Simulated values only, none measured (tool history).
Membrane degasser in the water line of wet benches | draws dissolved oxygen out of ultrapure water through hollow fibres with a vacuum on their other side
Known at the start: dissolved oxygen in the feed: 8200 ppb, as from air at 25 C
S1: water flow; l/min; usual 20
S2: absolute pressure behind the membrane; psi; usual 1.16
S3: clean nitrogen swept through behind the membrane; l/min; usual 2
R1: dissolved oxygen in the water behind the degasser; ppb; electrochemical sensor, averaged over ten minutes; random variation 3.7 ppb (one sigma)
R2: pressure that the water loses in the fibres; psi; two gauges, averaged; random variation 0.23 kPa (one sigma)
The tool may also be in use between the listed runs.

run,day,S1,S2,S3,R1,R2
1,0,20,1.16,2,397.9,8.979
2,5.162,17,1.16,2,293.7,7.633
3,9.088,17,1.16,2,297,7.61
4,16.5,20,1.16,2,401.7,8.965
5,24.254,20,2.316,2,565.8,8.924
6,31.562,20,1.16,1.08,490.6,8.965
7,35.3,20,1.16,2,396.1,8.965
8,40.867,20,1.16,4.75,337,8.966
9,45.375,20,1.16,4.75,335.3,9.047
10,52.421,20,1.16,2,408.5,8.997
11,58.6,20,1.16,2,405.2,8.978
# day 58.983: vacuum gauge calibrated
12,62.579,20,1.16,2,407.4,9.042
13,69.346,20,1.16,2,420.6,9.016
14,72.983,20,1.16,2,405.1,9.04

Forecast run 15:
# day 73.7: vacuum gauge calibrated, once more
15,79.988,16,1.16,0.95,?,?

{"run 15": {"R1": 350.4, "R2": 7.263}}
Without the tool's hidden state the same run would have given R1 326.1 ppb, R2 6.981 psi.
